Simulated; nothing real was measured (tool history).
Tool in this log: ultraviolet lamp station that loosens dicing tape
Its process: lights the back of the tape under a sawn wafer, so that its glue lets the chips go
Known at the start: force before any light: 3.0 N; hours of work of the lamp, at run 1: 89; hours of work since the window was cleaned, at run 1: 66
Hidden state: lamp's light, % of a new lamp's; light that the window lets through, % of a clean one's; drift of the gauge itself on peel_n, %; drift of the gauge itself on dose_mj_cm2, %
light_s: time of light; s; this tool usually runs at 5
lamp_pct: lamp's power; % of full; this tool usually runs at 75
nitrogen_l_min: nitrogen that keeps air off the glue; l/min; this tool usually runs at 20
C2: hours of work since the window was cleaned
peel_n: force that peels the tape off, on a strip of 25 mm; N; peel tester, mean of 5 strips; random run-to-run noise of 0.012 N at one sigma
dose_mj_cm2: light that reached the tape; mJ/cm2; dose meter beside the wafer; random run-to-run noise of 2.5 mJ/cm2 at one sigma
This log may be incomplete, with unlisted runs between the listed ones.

{"run": 1, "hour": 0.0, "light_s": 5, "lamp_pct": 75, "nitrogen_l_min": 20, "hours of work of the lamp": 89, "C2": 66, "peel_n": 0.558, "dose_mj_cm2": 289}
{"run": 2, "hour": 23.4, "light_s": 4, "lamp_pct": 75, "nitrogen_l_min": 20, "hours of work of the lamp": 101, "C2": 78, "peel_n": 0.75, "dose_mj_cm2": 228}
{"run": 3, "hour": 40.7, "light_s": 5, "lamp_pct": 92, "nitrogen_l_min": 20, "hours of work of the lamp": 109, "C2": 87, "peel_n": 0.457, "dose_mj_cm2": 350}
{"run": 4, "hour": 55.5, "light_s": 5, "lamp_pct": 92, "nitrogen_l_min": 20, "hours of work of the lamp": 117, "C2": 94, "peel_n": 0.42, "dose_mj_cm2": 349}
{"run": 5, "hour": 67.3, "light_s": 5, "lamp_pct": 92, "nitrogen_l_min": 20, "hours of work of the lamp": 123, "C2": 100, "peel_n": 0.449, "dose_mj_cm2": 352}
{"run": 6, "hour": 84.1, "light_s": 7, "lamp_pct": 75, "nitrogen_l_min": 20, "hours of work of the lamp": 132, "C2": 109, "peel_n": 0.39, "dose_mj_cm2": 397}
{"run": 7, "hour": 107.8, "light_s": 5, "lamp_pct": 88, "nitrogen_l_min": 20, "hours of work of the lamp": 144, "C2": 121, "peel_n": 0.462, "dose_mj_cm2": 336}
{"run": 8, "hour": 128.7, "light_s": 5, "lamp_pct": 88, "nitrogen_l_min": 20, "hours of work of the lamp": 154, "C2": 131, "peel_n": 0.461, "dose_mj_cm2": 328}
{"run": 9, "hour": 147.6, "light_s": 2, "lamp_pct": 88, "nitrogen_l_min": 20, "hours of work of the lamp": 164, "C2": 141, "peel_n": 1.281, "dose_mj_cm2": 131}
{"run": 10, "hour": 162.6, "light_s": 2, "lamp_pct": 88, "nitrogen_l_min": 20, "hours of work of the lamp": 172, "C2": 149, "peel_n": 1.295, "dose_mj_cm2": 130}
{"run": 11, "hour": 176.0, "light_s": 5, "lamp_pct": 75, "nitrogen_l_min": 20, "hours of work of the lamp": 178, "C2": 155, "peel_n": 0.619, "dose_mj_cm2": 280}
{"run": 12, "hour": 199.7, "light_s": 5, "lamp_pct": 75, "nitrogen_l_min": 20, "hours of work of the lamp": 190, "C2": 168, "peel_n": 0.619, "dose_mj_cm2": 279}
{"run": 13, "hour": 211.0, "light_s": 4, "lamp_pct": 75, "nitrogen_l_min": 20, "hours of work of the lamp": 196, "C2": 173, "peel_n": 0.794, "dose_mj_cm2": 220}
{"run": 14, "hour": 231.5, "light_s": 6, "lamp_pct": 94, "nitrogen_l_min": 20, "hours of work of the lamp": 207, "C2": 184, "peel_n": 0.351, "dose_mj_cm2": 417}
{"run": 15, "hour": 241.8, "light_s": 3, "lamp_pct": 75, "nitrogen_l_min": 14, "hours of work of the lamp": 212, "C2": 189, "peel_n": 1.173, "dose_mj_cm2": 165}
{"hour": 244.2, "done": "window cleaned of glue's vapour"}
{"run": 16, "hour": 264.6, "light_s": 9, "lamp_pct": 75, "nitrogen_l_min": 15, "hours of work of the lamp": 223, "C2": 10, "peel_n": 0.316, "dose_mj_cm2": 486}
{"run": 17, "hour": 274.8, "light_s": 3, "lamp_pct": 83, "nitrogen_l_min": 15, "hours of work of the lamp": 228, "C2": 16, "peel_n": 1.03, "dose_mj_cm2": 179}
{"run": 18, "hour": 298.2, "light_s": 2, "lamp_pct": 80, "nitrogen_l_min": 15, "hours of work of the lamp": 240, "C2": 28, "peel_n": 1.45, "dose_mj_cm2": 114}
{"run": 19, "hour": 316.6, "light_s": 6, "lamp_pct": 75, "nitrogen_l_min": 20, "hours of work of the lamp": 250, "C2": 37, "peel_n": 0.479, "dose_mj_cm2": 321}
{"run": 20, "hour": 332.4, "light_s": 6, "lamp_pct": 75, "nitrogen_l_min": 20, "hours of work of the lamp": 258, "C2": 45, "peel_n": 0.474, "dose_mj_cm2": 323}
{"run": 21, "hour": 344.7, "light_s": 3, "lamp_pct": 62, "nitrogen_l_min": 18, "hours of work of the lamp": 264, "C2": 51, "peel_n": 1.306, "dose_mj_cm2": 131}
{"run": 22, "hour": 357.1, "light_s": 6, "lamp_pct": 88, "nitrogen_l_min": 14, "hours of work of the lamp": 270, "C2": 58, "peel_n": 0.444, "dose_mj_cm2": 378}
{"run": 23, "hour": 367.0, "light_s": 6, "lamp_pct": 88, "nitrogen_l_min": 14, "hours of work of the lamp": 275, "C2": 63, "peel_n": 0.453, "dose_mj_cm2": 376}
{"hour": 389.1, "done": "window cleaned of glue's vapour, once more"}
{"run": 24, "hour": 390.0, "light_s": 5, "lamp_pct": 87, "nitrogen_l_min": 20, "hours of work of the lamp": 287, "C2": 0, "peel_n": 0.486, "dose_mj_cm2": 322}
{"run": 25, "hour": 410.7, "light_s": 5, "lamp_pct": 61, "nitrogen_l_min": 20, "hours of work of the lamp": 297, "C2": 11, "peel_n": 0.774, "dose_mj_cm2": 228}

Here are 4 independent what-if runs from the current tool condition. What would each one return?
{"run": "A", "hour": 432.7, "light_s": 3, "lamp_pct": 84, "nitrogen_l_min": 22, "hours of work of the lamp": 309, "C2": 22, "peel_n": "?", "dose_mj_cm2": "?"}
{"run": "B", "hour": 432.7, "light_s": 2, "lamp_pct": 75, "nitrogen_l_min": 35, "hours of work of the lamp": 309, "C2": 22, "peel_n": "?", "dose_mj_cm2": "?"}
{"run": "C", "hour": 432.7, "light_s": 7, "lamp_pct": 75, "nitrogen_l_min": 20, "hours of work of the lamp": 309, "C2": 22, "peel_n": "?", "dose_mj_cm2": "?"}
{"run": "D", "hour": 432.7, "light_s": 5, "lamp_pct": 87, "nitrogen_l_min": 15, "hours of work of the lamp": 309, "C2": 22, "peel_n": "?", "dose_mj_cm2": "?"}

run=A peel_n=0.919 dose_mj_cm2=182
run=B peel_n=1.396 dose_mj_cm2=112
run=C peel_n=0.39 dose_mj_cm2=389
run=D peel_n=0.537 dose_mj_cm2=322
The same runs, with their run-to-run variation unchanged, on a tool lacking any hidden condition would have given:
run=A peel_n=0.844 dose_mj_cm2=197
run=B peel_n=1.315 dose_mj_cm2=121
run=C peel_n=0.356 dose_mj_cm2=421
run=D peel_n=0.486 dose_mj_cm2=348

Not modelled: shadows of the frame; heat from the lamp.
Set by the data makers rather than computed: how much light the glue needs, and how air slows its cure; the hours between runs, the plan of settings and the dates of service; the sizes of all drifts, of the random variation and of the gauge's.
